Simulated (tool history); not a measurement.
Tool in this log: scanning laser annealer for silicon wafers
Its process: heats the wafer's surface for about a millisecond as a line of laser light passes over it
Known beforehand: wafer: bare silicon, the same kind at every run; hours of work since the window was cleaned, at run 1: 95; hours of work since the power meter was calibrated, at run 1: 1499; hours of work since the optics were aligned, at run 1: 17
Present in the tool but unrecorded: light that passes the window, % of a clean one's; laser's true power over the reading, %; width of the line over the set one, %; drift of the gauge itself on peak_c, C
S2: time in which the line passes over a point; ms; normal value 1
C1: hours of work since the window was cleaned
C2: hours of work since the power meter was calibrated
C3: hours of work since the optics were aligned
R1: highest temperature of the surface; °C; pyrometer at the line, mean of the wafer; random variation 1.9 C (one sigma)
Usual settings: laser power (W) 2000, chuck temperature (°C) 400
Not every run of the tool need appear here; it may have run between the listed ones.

run 1 day=0 | laser_power_(W)=2000 S2=1 chuck_temperature_(°C)=400 | C1=95 C2=1499 C3=17 | R1=1084
run 2 day=1.771 | laser_power_(W)=2000 S2=1 chuck_temperature_(°C)=400 | C1=128 C2=1532 C3=50 | R1=1075
run 3 day=4.771 | laser_power_(W)=2000 S2=1 chuck_temperature_(°C)=365 | C1=184 C2=1588 C3=106 | R1=1034
run 4 day=6.304 | laser_power_(W)=2000 S2=1 chuck_temperature_(°C)=365 | C1=213 C2=1617 C3=135 | R1=1026
run 5 day=9.529 | laser_power_(W)=1949 S2=1 chuck_temperature_(°C)=400 | C1=274 C2=1677 C3=195 | R1=1040
run 6 day=12.033 | laser_power_(W)=1936 S2=1 chuck_temperature_(°C)=400 | C1=320 C2=1724 C3=242 | R1=1029
run 7 day=13.962 | laser_power_(W)=1936 S2=1 chuck_temperature_(°C)=400 | C1=356 C2=1760 C3=278 | R1=1026
run 8 day=17.012 | laser_power_(W)=1936 S2=1 chuck_temperature_(°C)=400 | C1=414 C2=1817 C3=335 | R1=1022
run 9 day=18.929 | laser_power_(W)=2000 S2=1.05 chuck_temperature_(°C)=400 | C1=449 C2=1853 C3=371 | R1=1060
run 10 day=20.692 | laser_power_(W)=2000 S2=0.74 chuck_temperature_(°C)=372 | C1=482 C2=1886 C3=404 | R1=915
run 11 day=23.383 | laser_power_(W)=2000 S2=0.74 chuck_temperature_(°C)=372 | C1=533 C2=1936 C3=455 | R1=912
-- day=25.404 window over the wafer cleaned
run 12 day=26.4 | laser_power_(W)=1822 S2=1 chuck_temperature_(°C)=400 | C1=19 C2=1991 C3=509 | R1=1004
run 13 day=29.133 | laser_power_(W)=2000 S2=1.08 chuck_temperature_(°C)=400 | C1=70 C2=2042 C3=561 | R1=1098

For run 14, what comes out?
run 14 day=32.358 | laser_power_(W)=1719 S2=1.17 chuck_temperature_(°C)=399 | C1=130 C2=2103 C3=621 | R1=?

R1: 1001 °C
Without the tool's hidden state the same run would have given R1 1031 °C.
